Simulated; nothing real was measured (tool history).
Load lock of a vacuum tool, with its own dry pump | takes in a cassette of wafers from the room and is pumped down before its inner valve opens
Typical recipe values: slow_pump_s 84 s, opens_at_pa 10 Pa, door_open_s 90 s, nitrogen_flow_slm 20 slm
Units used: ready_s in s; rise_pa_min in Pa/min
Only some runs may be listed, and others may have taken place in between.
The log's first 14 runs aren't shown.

run	hour	slow_pump_s	opens_at_pa	door_open_s	nitrogen_flow_slm	hours that the pump has run since its overhaul	times that the door has closed on its seal	incoming humidity of the room's air, %	ready_s	rise_pa_min
15	1709.2	84	10	90	20	1398	34972	46.3	163.4	0.148
16	1832.7	84	10	90	20	1521	35508	44.1	162.5	0.145
17	1993.4	84	10	90	20	1682	36206	43.1	163.6	0.153
18	2073.7	62	10	90	10	1762	36555	46.7	147.5	0.166
19	2210.5	62	10	90	10	1899	37149	47.1	148.8	0.161
20	2304.2	62	10	90	10	1993	37557	46.9	149.1	0.163
21	2473.5	62	10	90	10	2162	38292	45.4	150.1	0.165
22	2575.9	84	10	43	14	2264	38736	45.8	163.9	0.146
23	2690.0	84	10	53	6	2378	39232	49.1	165.1	0.162
24	2809.8	84	10	53	6	2498	39753	43.4	166.2	0.160

Expected results for the next run?
25	2974.6	84	15	90	12	2663	40469	44.7	?	?

{"run 25": {"ready_s": 161.0, "rise_pa_min": 0.178}}
The same run, on a tool lacking any hidden state, would have yielded ready_s 156.9 s, rise_pa_min 0.058 Pa/min.
